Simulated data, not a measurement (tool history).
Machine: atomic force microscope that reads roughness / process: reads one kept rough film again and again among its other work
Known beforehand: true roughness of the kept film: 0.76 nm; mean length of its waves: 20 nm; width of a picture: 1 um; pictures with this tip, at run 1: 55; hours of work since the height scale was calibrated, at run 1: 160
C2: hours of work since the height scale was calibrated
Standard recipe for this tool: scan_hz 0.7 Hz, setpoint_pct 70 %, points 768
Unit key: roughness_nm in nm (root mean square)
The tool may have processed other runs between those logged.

{"run": 1, "hour": 0.0, "scan_hz": 0.7, "setpoint_pct": 70, "points": 768, "pictures with this tip": 55, "C2": 160, "roughness_nm": 0.686}
{"run": 2, "hour": 26.6, "scan_hz": 0.7, "setpoint_pct": 70, "points": 768, "pictures with this tip": 78, "C2": 172, "roughness_nm": 0.666}
{"run": 3, "hour": 59.6, "scan_hz": 1.428, "setpoint_pct": 70, "points": 768, "pictures with this tip": 107, "C2": 186, "roughness_nm": 0.643}
{"run": 4, "hour": 92.7, "scan_hz": 1.428, "setpoint_pct": 70, "points": 768, "pictures with this tip": 136, "C2": 200, "roughness_nm": 0.622}
{"run": 5, "hour": 122.7, "scan_hz": 0.7, "setpoint_pct": 70, "points": 950, "pictures with this tip": 162, "C2": 213, "roughness_nm": 0.654}
{"run": 6, "hour": 138.6, "scan_hz": 0.7, "setpoint_pct": 70, "points": 268, "pictures with this tip": 176, "C2": 220, "roughness_nm": 0.631}
{"hour": 141.4, "done": "height scale calibrated on a step standard"}
{"run": 7, "hour": 170.9, "scan_hz": 0.7, "setpoint_pct": 70, "points": 268, "pictures with this tip": 203, "C2": 13, "roughness_nm": 0.629}
{"run": 8, "hour": 200.3, "scan_hz": 0.7, "setpoint_pct": 70, "points": 268, "pictures with this tip": 229, "C2": 25, "roughness_nm": 0.62}
{"run": 9, "hour": 222.9, "scan_hz": 0.7, "setpoint_pct": 70, "points": 268, "pictures with this tip": 248, "C2": 35, "roughness_nm": 0.624}
{"run": 10, "hour": 241.0, "scan_hz": 0.7, "setpoint_pct": 70, "points": 268, "pictures with this tip": 264, "C2": 43, "roughness_nm": 0.624}
{"run": 11, "hour": 257.1, "scan_hz": 0.7, "setpoint_pct": 59, "points": 268, "pictures with this tip": 278, "C2": 50, "roughness_nm": 0.633}
{"hour": 275.6, "done": "new tip fitted"}
{"run": 12, "hour": 281.0, "scan_hz": 0.7, "setpoint_pct": 59, "points": 268, "pictures with this tip": 4, "C2": 60, "roughness_nm": 0.674}
{"run": 13, "hour": 298.2, "scan_hz": 0.7, "setpoint_pct": 59, "points": 409, "pictures with this tip": 19, "C2": 67, "roughness_nm": 0.695}

Pick out some run-to-run changes in roughness_nm. Of each, how much would a tool without hidden state show as well, from the settings, what came in and chance, and how much is left for the hidden state and any gauge scatter not in both results compared?
What the log doesn't record here: radius of the tip, nm; height scale over the true one, %; drift of the gauge itself on roughness_nm, %.
Run 11 -> 12: new tip fitted. roughness_nm +0.041 nm (root mean square): hidden state +0.05, all else -0.009.
